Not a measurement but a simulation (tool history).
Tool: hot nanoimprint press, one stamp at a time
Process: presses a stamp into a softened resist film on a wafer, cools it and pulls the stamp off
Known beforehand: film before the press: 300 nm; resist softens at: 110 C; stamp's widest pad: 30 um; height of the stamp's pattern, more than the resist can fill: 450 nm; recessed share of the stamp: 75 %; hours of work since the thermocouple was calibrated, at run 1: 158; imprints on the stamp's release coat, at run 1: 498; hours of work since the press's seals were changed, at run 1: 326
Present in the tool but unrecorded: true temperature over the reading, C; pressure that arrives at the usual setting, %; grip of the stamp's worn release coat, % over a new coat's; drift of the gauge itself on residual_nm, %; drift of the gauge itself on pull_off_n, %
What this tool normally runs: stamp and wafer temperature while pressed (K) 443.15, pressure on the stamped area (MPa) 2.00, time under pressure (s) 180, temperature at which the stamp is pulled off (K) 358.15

run     day  stamp and wafer temperature while pressed (K)  pressure on the stamped area (MPa)  time under pressure (s)  temperature at which the stamp is pulled off (K)  hours of work since the thermocouple was calibrated  imprints on the stamp's release coat  hours of work since the press's seals were changed  resist left under the stamp's widest pad (Å)  greatest force while the stamp is pulled off (N)
  1   0.000                                         443.15                                2.00                      180                                            358.15                                                  158                                   498                                                 326                                          1549                                               185
  2   0.746                                         443.15                                2.00                      180                                            358.15                                                  169                                   580                                                 336                                          1549                                               187
  3   1.546                                         443.15                                2.00                      180                                            358.15                                                  180                                   666                                                 347                                          1552                                               186
  4   2.362                                         449.15                                2.00                      180                                            358.15                                                  191                                   754                                                 359                                          1261                                               189
  5   3.042                                         449.15                                2.00                      180                                            350.15                                                  201                                   828                                                 368                                          1264                                               229
  6   3.850                                         449.15                                2.00                      302                                            350.15                                                  212                                   916                                                 379                                          1061                                               237
  7   4.462                                         449.15                                2.00                      302                                            350.15                                                  221                                   982                                                 388                                          1060                                               233
  8   5.046                                         449.15                                2.00                      302                                            350.15                                                  229                                  1045                                                 396                                          1062                                               235
  9   5.850                                         443.15                                2.00                      143                                            358.15                                                  240                                  1133                                                 407                                          1657                                               198
 10   6.412                                         443.15                                2.00                      143                                            358.15                                                  248                                  1194                                                 415                                          1659                                               199
 11   7.338                                         443.15                                2.00                      143                                            358.15                                                  261                                  1294                                                 428                                          1657                                               201
      8.312  -- stamp cleaned and given a new release coat
 12   8.421                                         443.15                                2.00                      143                                            358.15                                                  272                                    12                                                 440                                          1658                                               175
 13   9.508                                         443.15                                2.00                      143                                            358.15                                                  287                                   130                                                 455                                          1658                                               178
 14  10.088                                         443.15                                2.77                      143                                            358.15                                                  296                                   193                                                 463                                          1401                                               179
 15  11.258                                         443.15                                2.77                      143                                            358.15                                                  312                                   320                                                 479                                          1401                                               181

Run 16 has not been measured yet. What should we expect?
 16  12.158                                         451.15                                2.63                      212                                            358.15                                                  324                                   418                                                 492                                             ?                                                 ?

resist left under the stamp's widest pad (Å): 955
greatest force while the stamp is pulled off (N): 180
Had the tool carried no hidden state, the very same run would have given resist left under the stamp's widest pad (Å) 941, greatest force while the stamp is pulled off (N) 174.
